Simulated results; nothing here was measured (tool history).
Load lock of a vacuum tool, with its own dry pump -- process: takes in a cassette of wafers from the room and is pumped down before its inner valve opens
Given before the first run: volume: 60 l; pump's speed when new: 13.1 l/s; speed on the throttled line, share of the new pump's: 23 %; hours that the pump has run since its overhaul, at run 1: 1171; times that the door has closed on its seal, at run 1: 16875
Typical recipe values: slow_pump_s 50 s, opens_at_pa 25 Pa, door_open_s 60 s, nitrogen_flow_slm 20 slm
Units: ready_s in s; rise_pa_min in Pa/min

run    hour  slow_pump_s  opens_at_pa  door_open_s  nitrogen_flow_slm  hours that the pump has run since its overhaul  times that the door has closed on its seal  incoming humidity of the room's air, %  ready_s  rise_pa_min
  1     0.0           50           25           60                 20                                            1171                                       16875                                    44.3     77.5        0.437
  2   230.9           50           25           60                 20                                            1401                                       17383                                    45.6     77.5        0.463
  3   362.3           50           25           60                 20                                            1533                                       17673                                    45.7     77.9        0.468
  4   539.8           50           25           60                 20                                            1710                                       18063                                    44.0     77.0        0.482
  5   712.5           50           25           60                 20                                            1883                                       18443                                    45.6     76.9        0.505
  6   811.9           50           25           60                 20                                            1982                                       18662                                    46.1     77.9        0.501
  7  1026.4           50           25           60                 20                                            2197                                       19134                                    47.8     77.9        0.526
  8  1181.9           74           25           60                 20                                            2352                                       19476                                    46.1     96.3        0.524
  9  1388.5           99           25           60                 20                                            2559                                       19931                                    43.8    115.5        0.561
 10  1586.0           50           25           60                 20                                            2757                                       20365                                    46.6     77.8        0.572
 11  1773.7           50           25           60                 20                                            2944                                       20778                                    45.0     78.3        0.584
 12  1966.5           50           25           60                 20                                            3137                                       21203                                    40.2     78.1        0.610
 13  2083.6           50           25           60                 20                                            3254                                       21460                                    47.3     78.1        0.612
 14  2272.3           50           25           60                 20                                            3443                                       21875                                    44.2     78.1        0.634
 15  2431.6           50           25           60                 16                                            3602                                       22226                                    46.4     78.3        0.653
     2570.6  -- door's seal changed, seat wiped
 16  2583.8           50           25           60                 16                                            3753                                          29                                    45.0     77.9        0.038
 17  2747.8           50           25           29                 16                                            3917                                         390                                    45.4     77.9        0.030
 18  2918.9           50           37           60                 20                                            4088                                         766                                    46.0     76.4        0.045
 19  3105.6           89           37           60                 20                                            4275                                        1177                                    43.3    105.9        0.045
 20  3327.5           71           44           70                 22                                            4497                                        1665                                    45.3     90.9        0.051
 21  3451.6           71           44           70                 22                                            4621                                        1938                                    40.8     91.8        0.054
 22  3676.9           29           25           60                 20                                            4846                                        2434                                    44.6     62.5        0.065
 23  3774.7           32           25           92                 20                                            4944                                        2649                                    43.7     65.7        0.072
 24  3993.4           50           25           34                 20                                            5162                                        3130                                    46.3     79.0        0.060
 25  4152.1           72           38           60                 27                                            5321                                        3480                                    46.7     93.4        0.066
 26  4245.8           56           27          143                 29                                            5415                                        3686                                    48.6     82.9        0.102
 27  4430.8           35           33          183                  4                                            5600                                        4093                                    47.8     66.2        0.166
 28  4537.3           35           33          183                  4                                            5706                                        4327                                    44.5     65.9        0.168
 29  4769.2           35           39          178                  4                                            5938                                        4837                                    42.6     65.9        0.168
 30  4905.4           92           22           62                  9                                            6074                                        5137                                    48.6    111.8        0.110
 31  5010.4           56           22           91                  6                                            6179                                        5368                                    43.6     84.6        0.130
 32  5186.7           56           22           91                  9                                            6356                                        5756                                    42.1     84.4        0.128
 33  5293.6           50           25           64                 20                                            6463                                        5991                                    46.5     79.4        0.114
 34  5447.6           53           18          129                 26                                            6617                                        6330                                    44.1     83.6        0.136
 35  5586.2           86           42           57                 13                                            6755                                        6635                                    47.4    104.0        0.126
 36  5707.5           50           41           60                  5                                            6877                                        6902                                    48.6     77.0        0.143

What differs in the tool's unlogged condition from the final listed run ahead of each entry between runs to the first listed run following it?
In the gap between runs 15 and 16: door's seal changed, seat wiped (hour 2570.6)
  pump's speed, % of a new pump's: 95.1 -> 94.9; leak at the door's seal, Pa l/s: 0.6209 -> 0.0019
  measured result minus the result with no hidden state, ready_s: +1.4 -> +1.4 s; rise_pa_min: +0.617 -> +0.000 Pa/min
